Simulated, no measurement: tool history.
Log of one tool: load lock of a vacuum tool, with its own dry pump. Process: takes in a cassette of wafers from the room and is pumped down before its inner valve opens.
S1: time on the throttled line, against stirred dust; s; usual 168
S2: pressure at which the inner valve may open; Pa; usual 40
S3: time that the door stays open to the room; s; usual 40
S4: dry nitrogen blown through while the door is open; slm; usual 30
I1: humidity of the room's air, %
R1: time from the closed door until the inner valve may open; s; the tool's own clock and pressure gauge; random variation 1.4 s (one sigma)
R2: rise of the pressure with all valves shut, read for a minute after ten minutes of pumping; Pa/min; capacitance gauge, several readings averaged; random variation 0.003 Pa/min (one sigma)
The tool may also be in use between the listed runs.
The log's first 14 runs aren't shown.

{"run": 15, "day": 61.7, "S1": 168, "S2": 40, "S3": 146, "S4": 30, "I1": 44.6, "R1": 232.5, "R2": 0.227}
{"run": 16, "day": 64.725, "S1": 168, "S2": 40, "S3": 146, "S4": 30, "I1": 46.7, "R1": 230.1, "R2": 0.233}
{"run": 17, "day": 69.638, "S1": 168, "S2": 40, "S3": 146, "S4": 30, "I1": 45.2, "R1": 234.8, "R2": 0.234}
{"run": 18, "day": 72.604, "S1": 168, "S2": 40, "S3": 146, "S4": 30, "I1": 46.4, "R1": 229.6, "R2": 0.244}
{"run": 19, "day": 76.858, "S1": 168, "S2": 40, "S3": 40, "S4": 17, "I1": 47.5, "R1": 233.1, "R2": 0.23}
{"run": 20, "day": 82.533, "S1": 172, "S2": 41, "S3": 100, "S4": 4, "I1": 44.9, "R1": 235.1, "R2": 0.267}
{"run": 21, "day": 85.079, "S1": 256, "S2": 40, "S3": 35, "S4": 15, "I1": 44.0, "R1": 313.3, "R2": 0.235}
{"run": 22, "day": 88.329, "S1": 168, "S2": 28, "S3": 187, "S4": 30, "I1": 47.5, "R1": 236.4, "R2": 0.253}
{"run": 23, "day": 93.225, "S1": 168, "S2": 28, "S3": 187, "S4": 30, "I1": 43.1, "R1": 235.0, "R2": 0.254}
{"run": 24, "day": 96.404, "S1": 168, "S2": 45, "S3": 40, "S4": 30, "I1": 43.8, "R1": 229.7, "R2": 0.241}
{"run": 25, "day": 99.225, "S1": 153, "S2": 40, "S3": 40, "S4": 8, "I1": 44.0, "R1": 219.2, "R2": 0.262}
{"run": 26, "day": 104.121, "S1": 168, "S2": 61, "S3": 111, "S4": 30, "I1": 46.6, "R1": 227.3, "R2": 0.263}
{"run": 27, "day": 109.746, "S1": 168, "S2": 61, "S3": 111, "S4": 30, "I1": 44.5, "R1": 230.6, "R2": 0.262}
{"run": 28, "day": 114.979, "S1": 110, "S2": 40, "S3": 37, "S4": 30, "I1": 48.1, "R1": 179.6, "R2": 0.259}
{"run": 29, "day": 119.371, "S1": 165, "S2": 40, "S3": 27, "S4": 8, "I1": 44.8, "R1": 231.2, "R2": 0.277}
{"run": 30, "day": 122.933, "S1": 165, "S2": 40, "S3": 27, "S4": 8, "I1": 44.9, "R1": 228.6, "R2": 0.268}
{"run": 31, "day": 127.717, "S1": 101, "S2": 76, "S3": 27, "S4": 34, "I1": 43.5, "R1": 165.5, "R2": 0.268}
{"run": 32, "day": 131.388, "S1": 168, "S2": 61, "S3": 114, "S4": 6, "I1": 48.8, "R1": 226.6, "R2": 0.305}
{"run": 33, "day": 137.033, "S1": 99, "S2": 37, "S3": 165, "S4": 8, "I1": 47.3, "R1": 172.6, "R2": 0.317}
{"run": 34, "day": 141.725, "S1": 99, "S2": 59, "S3": 217, "S4": 8, "I1": 46.2, "R1": 167.9, "R2": 0.324}
{"run": 35, "day": 144.979, "S1": 99, "S2": 59, "S3": 217, "S4": 8, "I1": 46.0, "R1": 166.9, "R2": 0.332}
{"run": 36, "day": 150.008, "S1": 168, "S2": 28, "S3": 85, "S4": 30, "I1": 41.4, "R1": 235.5, "R2": 0.293}
{"run": 37, "day": 153.979, "S1": 225, "S2": 51, "S3": 85, "S4": 30, "I1": 47.7, "R1": 282.6, "R2": 0.3}
{"run": 38, "day": 159.158, "S1": 168, "S2": 44, "S3": 28, "S4": 30, "I1": 43.2, "R1": 233.4, "R2": 0.293}

3 ways to go on from here, each from the tool as it stands after run 38. What would each give?
{"run": "A", "day": 162.196, "S1": 222, "S2": 44, "S3": 131, "S4": 30, "I1": 46.9, "R1": "?", "R2": "?"}
{"run": "B", "day": 162.196, "S1": 272, "S2": 40, "S3": 40, "S4": 30, "I1": 45.9, "R1": "?", "R2": "?"}
{"run": "C", "day": 162.196, "S1": 287, "S2": 40, "S3": 32, "S4": 40, "I1": 45.8, "R1": "?", "R2": "?"}

run=A R1=281.3 R2=0.314
run=B R1=325.8 R2=0.297
run=C R1=340.5 R2=0.291
Without the tool's hidden state the same runs would have given:
run=A R1=274.9 R2=0.037
run=B R1=319.8 R2=0.018
run=C R1=334.7 R2=0.013

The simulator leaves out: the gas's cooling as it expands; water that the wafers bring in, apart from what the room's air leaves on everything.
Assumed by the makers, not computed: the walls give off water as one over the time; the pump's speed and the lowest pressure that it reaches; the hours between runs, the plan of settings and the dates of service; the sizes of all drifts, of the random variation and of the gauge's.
